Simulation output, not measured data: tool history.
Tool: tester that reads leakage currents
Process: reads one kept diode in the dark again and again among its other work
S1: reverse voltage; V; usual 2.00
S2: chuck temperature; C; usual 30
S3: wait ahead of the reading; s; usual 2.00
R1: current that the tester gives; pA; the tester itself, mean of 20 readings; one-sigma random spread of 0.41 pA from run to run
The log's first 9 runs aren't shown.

Run 10, hour 322.0: usual settings but S2 20 C. Result: R1 60.25 pA.
Run 11, hour 358.9: usual settings but S1 6.87 V. Result: R1 251.55 pA.
Run 12, hour 402.6: usual settings but S1 6.87 V. Result: R1 251.79 pA.
Run 13, hour 447.2: usual settings. Result: R1 126.17 pA.
Run 14, hour 492.2: usual settings but S2 49 C. Result: R1 463.96 pA.
Run 15, hour 534.2: usual settings. Result: R1 124.30 pA.
Run 16, hour 574.3: usual settings but S3 0.58 s. Result: R1 124.65 pA.
Run 17, hour 603.6: usual settings. Result: R1 123.00 pA.
Run 18, hour 631.1: usual settings. Result: R1 122.21 pA.
Run 19, hour 663.0: usual settings. Result: R1 122.10 pA.
Run 20, hour 685.6: usual settings. Result: R1 121.14 pA.
Run 21, hour 714.8: usual settings but S1 2.86 V. Result: R1 147.33 pA.
Run 22, hour 734.6: usual settings but S2 57 C, S3 1.86 s. Result: R1 749.06 pA.
Run 23, hour 770.1: usual settings but S2 39 C. Result: R1 227.75 pA.
Run 24, hour 811.1: usual settings but S1 1.90 V, S2 33 C, S3 9.22 s. Result: R1 144.14 pA.
Run 25, hour 842.3: usual settings but S1 1.90 V, S2 33 C, S3 9.22 s. Result: R1 143.06 pA.
Run 26, hour 861.2: usual settings but S1 10.86 V, S3 2.30 s. Result: R1 302.99 pA.
Run 27, hour 887.7: usual settings but S2 45 C. Result: R1 337.82 pA.
Run 28, hour 906.8: usual settings but S2 45 C. Result: R1 337.53 pA.
Run 29, hour 945.2: usual settings but S1 3.02 V, S2 47 C, S3 0.34 s. Result: R1 486.69 pA.
Run 30, hour 976.7: usual settings but S1 4.88 V, S2 32 C. Result: R1 221.82 pA.
At hour 1005.4: chuck's temperature calibrated.
Run 31, hour 1020.2: usual settings but S1 4.88 V, S2 32 C. Result: R1 257.77 pA.
Run 32, hour 1057.1: usual settings but S1 4.88 V, S2 32 C. Result: R1 255.49 pA.
Run 33, hour 1091.1: usual settings but S1 4.88 V, S2 32 C. Result: R1 256.48 pA.

Run 34 is up next; what results do you expect?
Run 34, hour 1128.1: usual settings but S1 10.96 V, S2 27 C. Result: R1 ?.

R1: 277.14 pA
Minus the tool's unlogged condition, the same run would have read R1 280.15 pA.
